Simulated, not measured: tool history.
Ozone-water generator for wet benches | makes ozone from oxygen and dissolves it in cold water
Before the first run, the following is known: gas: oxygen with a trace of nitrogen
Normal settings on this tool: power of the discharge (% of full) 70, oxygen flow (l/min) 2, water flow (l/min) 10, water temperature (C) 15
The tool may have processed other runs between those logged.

| run | hour | power of the discharge (% of full) | oxygen flow (l/min) | water flow (l/min) | water temperature (C) | dissolved ozone (ppm) | ozone in the gas ahead of the water (g/m3) |
|---|---|---|---|---|---|---|---|
| 1 | 0 | 70 | 2 | 10 | 15 | 14.8 | 193.9 |
| 2 | 112 | 70 | 2 | 10 | 9 | 15.5 | 191.5 |
| 3 | 262.3 | 70 | 2 | 10 | 9 | 15.2 | 191.9 |
| 4 | 418.7 | 70 | 2 | 10 | 9 | 15.3 | 191.4 |
| 5 | 498.7 | 70 | 2 | 10 | 10 | 15.2 | 189.2 |
| 6 | 624.2 | 70 | 2 | 10 | 10 | 15.1 | 189.9 |
| 7 | 789.7 | 70 | 2 | 10 | 10 | 15.1 | 188.1 |
| 8 | 942.8 | 70 | 1.61 | 10 | 15 | 13.4 | 206.6 |
| 9 | 1061 | 70 | 1.61 | 10 | 15 | 13.4 | 203.9 |
| 10 | 1155.9 | 42 | 1.61 | 10 | 15 | 9.8 | 147.1 |
| 11 | 1297.3 | 70 | 2 | 10 | 15 | 13.8 | 184.9 |
| 12 | 1436.1 | 70 | 2 | 10 | 15 | 13.8 | 182.8 |
| 13 | 1628 | 70 | 2 | 10 | 15 | 13.6 | 181.2 |
| 14 | 1785 | 70 | 2 | 10 | 15 | 13.6 | 182.9 |
| 15 | 1926.9 | 70 | 2 | 10 | 15 | 13.3 | 180 |
| 16 | 2023.7 | 70 | 2 | 10 | 15 | 13.3 | 181.4 |
| 17 | 2180.6 | 57 | 2 | 11 | 7 | 11.3 | 157.7 |
| 18 | 2311.2 | 70 | 2.97 | 10 | 10 | 15.1 | 149.4 |
| 19 | 2480.3 | 58 | 2 | 13 | 15 | 8.7 | 159.2 |
| 20 | 2573.1 | 58 | 2 | 7 | 15 | 16.6 | 157.6 |
| 21 | 2698.6 | 70 | 3.44 | 16 | 15 | 8.5 | 140.1 |
| 22 | 2881.6 | 70 | 3.44 | 16 | 15 | 8.5 | 137.9 |
|  | 2890.4 | water thermometer calibrated |
| 23 | 3076.9 | 70 | 3.44 | 16 | 15 | 8.4 | 135.5 |
|  | 3097 | contactor cleaned |
| 24 | 3185.8 | 70 | 3.44 | 14 | 20 | 9.9 | 135.5 |
| 25 | 3375.3 | 43 | 3.44 | 6 | 20 | 14.7 | 100.6 |
| 26 | 3506.8 | 57 | 2.29 | 16 | 14 | 7.2 | 144.1 |
| 27 | 3675.1 | 68 | 2.59 | 6 | 11 | 23.1 | 150 |
| 28 | 3760.8 | 44 | 2 | 10 | 11 | 10.6 | 128.6 |
| 29 | 3907 | 68 | 1.25 | 12 | 15 | 9.2 | 201.9 |
|  | 4008.1 | water thermometer calibrated, once more |
| 30 | 4035.4 | 68 | 1.25 | 12 | 15 | 9.4 | 201.9 |
| 31 | 4184.5 | 88 | 2.99 | 12 | 15 | 13.1 | 160.4 |
| 32 | 4290.1 | 88 | 2.99 | 12 | 15 | 13 | 159.8 |

Some steps in dissolved ozone (ppm), run to run, broken into two amounts with sign: the step expected even without the hidden condition (settings, incoming material, random variation), and the rest, left for the hidden condition together with whatever gauge scatter is not in both the measured and the hidden-condition-free result:
Hidden state present: yield of the discharge, % of new electrodes'; contactor's efficiency, % of a clean one's; true water temperature over the reading, C; drift of the gauge itself on ozone_ppm, %; drift of the gauge itself on gas_g_m3, %.
Run 19 -> 20: water flow (l/min) 13 -> 7. dissolved ozone (ppm) +7.9: hidden state -1.5, all else +9.4.
Run 20 -> 21: power of the discharge (% of full) 58 -> 70, oxygen flow (l/min) 2 -> 3.44, water flow (l/min) 7 -> 16. dissolved ozone (ppm) -8.1: hidden state +1.2, all else -9.3.
Run 26 -> 27: power of the discharge (% of full) 57 -> 68, oxygen flow (l/min) 2.29 -> 2.59, water flow (l/min) 16 -> 6, water temperature (C) 14 -> 11. dissolved ozone (ppm) +15.9: hidden state -3.4, all else +19.3.
Run 27 -> 28: power of the discharge (% of full) 68 -> 44, oxygen flow (l/min) 2.59 -> 2, water flow (l/min) 6 -> 10. dissolved ozone (ppm) -12.5: hidden state +3, all else -15.5.
